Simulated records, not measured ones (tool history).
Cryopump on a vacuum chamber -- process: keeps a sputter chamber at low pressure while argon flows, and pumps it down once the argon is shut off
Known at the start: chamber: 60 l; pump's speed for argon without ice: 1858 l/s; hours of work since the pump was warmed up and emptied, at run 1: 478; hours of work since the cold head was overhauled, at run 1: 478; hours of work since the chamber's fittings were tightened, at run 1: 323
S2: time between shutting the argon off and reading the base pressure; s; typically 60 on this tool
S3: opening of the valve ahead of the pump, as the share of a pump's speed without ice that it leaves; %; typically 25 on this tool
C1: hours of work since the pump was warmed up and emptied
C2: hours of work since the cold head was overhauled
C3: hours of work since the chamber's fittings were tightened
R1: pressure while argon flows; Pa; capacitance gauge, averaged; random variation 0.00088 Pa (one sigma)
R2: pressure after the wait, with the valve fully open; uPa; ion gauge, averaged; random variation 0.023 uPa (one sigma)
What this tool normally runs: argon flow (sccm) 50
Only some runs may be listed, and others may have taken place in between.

run 1 hour=0.0 | argon_flow_(sccm)=50 S2=60 S3=25 | C1=478 C2=478 C3=323 | R1=0.2006 R2=1.01
run 2 hour=17.1 | argon_flow_(sccm)=50 S2=60 S3=25 | C1=491 C2=491 C3=336 | R1=0.1993 R2=1.02
run 3 hour=39.1 | argon_flow_(sccm)=50 S2=60 S3=47 | C1=508 C2=508 C3=352 | R1=0.1162 R2=1.00
run 4 hour=50.9 | argon_flow_(sccm)=50 S2=39 S3=25 | C1=517 C2=517 C3=361 | R1=0.2009 R2=1.35
run 5 hour=73.1 | argon_flow_(sccm)=50 S2=60 S3=25 | C1=533 C2=533 C3=378 | R1=0.2015 R2=1.05
run 6 hour=97.5 | argon_flow_(sccm)=50 S2=60 S3=25 | C1=552 C2=552 C3=397 | R1=0.2044 R2=1.12
run 7 hour=111.3 | argon_flow_(sccm)=50 S2=28 S3=25 | C1=562 C2=562 C3=407 | R1=0.2029 R2=1.80
run 8 hour=126.6 | argon_flow_(sccm)=50 S2=28 S3=25 | C1=574 C2=574 C3=419 | R1=0.2038 R2=1.82
run 9 hour=142.0 | argon_flow_(sccm)=50 S2=60 S3=18 | C1=585 C2=585 C3=430 | R1=0.2764 R2=1.14
run 10 hour=154.0 | argon_flow_(sccm)=50 S2=60 S3=18 | C1=594 C2=594 C3=439 | R1=0.2757 R2=1.07
run 11 hour=171.6 | argon_flow_(sccm)=65 S2=67 S3=56 | C1=608 C2=608 C3=453 | R1=0.1372 R2=1.04
run 12 hour=191.0 | argon_flow_(sccm)=25 S2=60 S3=24 | C1=622 C2=622 C3=467 | R1=0.1085 R2=1.09
-- hour=204.3 pump warmed up, emptied and cooled again
run 13 hour=210.3 | argon_flow_(sccm)=31 S2=60 S3=24 | C1=5 C2=633 C3=478 | R1=0.1173 R2=0.96
run 14 hour=225.0 | argon_flow_(sccm)=24 S2=60 S3=18 | C1=16 C2=644 C3=489 | R1=0.1212 R2=0.96
run 15 hour=246.8 | argon_flow_(sccm)=24 S2=60 S3=18 | C1=32 C2=661 C3=506 | R1=0.1214 R2=0.99
run 16 hour=264.4 | argon_flow_(sccm)=67 S2=60 S3=19 | C1=45 C2=674 C3=519 | R1=0.3223 R2=1.00
run 17 hour=289.2 | argon_flow_(sccm)=33 S2=25 S3=40 | C1=64 C2=693 C3=538 | R1=0.0753 R2=1.86

What if the next run were any one of these 5? Each begins from the tool's condition after run 17:
run A hour=301.9 | argon_flow_(sccm)=51 S2=255 S3=35 | C1=74 C2=703 C3=547 | R1=? R2=?
run B hour=301.9 | argon_flow_(sccm)=34 S2=60 S3=22 | C1=74 C2=703 C3=547 | R1=? R2=?
run C hour=301.9 | argon_flow_(sccm)=32 S2=217 S3=40 | C1=74 C2=703 C3=547 | R1=? R2=?
run D hour=301.9 | argon_flow_(sccm)=66 S2=60 S3=25 | C1=74 C2=703 C3=547 | R1=? R2=?
run E hour=301.9 | argon_flow_(sccm)=68 S2=122 S3=31 | C1=74 C2=703 C3=547 | R1=? R2=?

run=A R1=0.1350 R2=0.50
run=B R1=0.1426 R2=1.00
run=C R1=0.0741 R2=0.54
run=D R1=0.2440 R2=1.03
run=E R1=0.2018 R2=0.67
Stripped of hidden state, with their random variation kept, the same runs would have yielded:
run=A R1=0.1329 R2=0.33
run=B R1=0.1411 R2=0.82
run=C R1=0.0728 R2=0.36
run=D R1=0.2412 R2=0.85
run=E R1=0.1990 R2=0.49

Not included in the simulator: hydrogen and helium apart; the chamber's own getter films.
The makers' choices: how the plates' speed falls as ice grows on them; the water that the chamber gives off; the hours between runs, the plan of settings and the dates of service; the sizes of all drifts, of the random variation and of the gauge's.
